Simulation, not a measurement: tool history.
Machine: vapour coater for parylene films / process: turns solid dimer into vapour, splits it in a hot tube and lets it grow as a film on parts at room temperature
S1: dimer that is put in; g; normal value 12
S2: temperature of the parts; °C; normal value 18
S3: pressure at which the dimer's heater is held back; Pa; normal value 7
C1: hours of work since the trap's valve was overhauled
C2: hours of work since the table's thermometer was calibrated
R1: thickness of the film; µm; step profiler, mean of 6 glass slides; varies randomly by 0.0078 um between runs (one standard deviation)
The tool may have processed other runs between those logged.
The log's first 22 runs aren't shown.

run,day,S1,S2,S3,C1,C2,R1
23,23.129,12,29,7,80,518,1.779
24,24.054,18,13,7,90,528,4.567
25,25.183,11,10,5.32,102,540,3.154
26,25.958,15,10,4.28,110,548,4.357
27,26.779,7,11,2.31,119,557,2.053
28,28.246,12,22,4.99,134,572,2.283
29,29.296,12,22,4.99,145,583,2.261
30,30.788,9,22,4.99,161,599,1.707
31,31.996,9,22,4.99,174,612,1.712
32,32.738,9,18,2.43,182,620,2.051
33,33.354,17,15,7,189,626,3.989
34,34.679,18,10,4,203,641,5.182
35,35.438,11,16,4.12,211,649,2.563
36,36.467,12,22,9.25,222,660,2.173
37,37.229,10,27,10.23,230,668,1.513
38,38.288,10,27,10.23,241,679,1.508
39,39.662,6,16,8.23,256,694,1.332
40,40.342,7,15,3.04,263,701,1.721
41,41.117,8,12,7.05,271,709,2.06
42,42.579,7,18,5.16,287,725,1.505
43,43.542,8,13,10.5,297,735,1.924
44,44.967,17,18,7,312,750,3.54
45,45.917,14,21,6.45,322,760,2.642
46,47.017,12,10,4.36,334,772,3.392

Below are 3 alternative next runs, each starting from the tool's condition after run 46. Predict each:
A,47.875,5,10,4.36,343,781,?
B,47.875,12,21,4.36,343,781,?
C,47.875,12,14,7,343,781,?

run,R1
A,1.413
B,2.325
C,2.848
Take away the tool's hidden state, keep each run's random variation, and the runs would have read:
run,R1
A,1.459
B,2.401
C,2.941
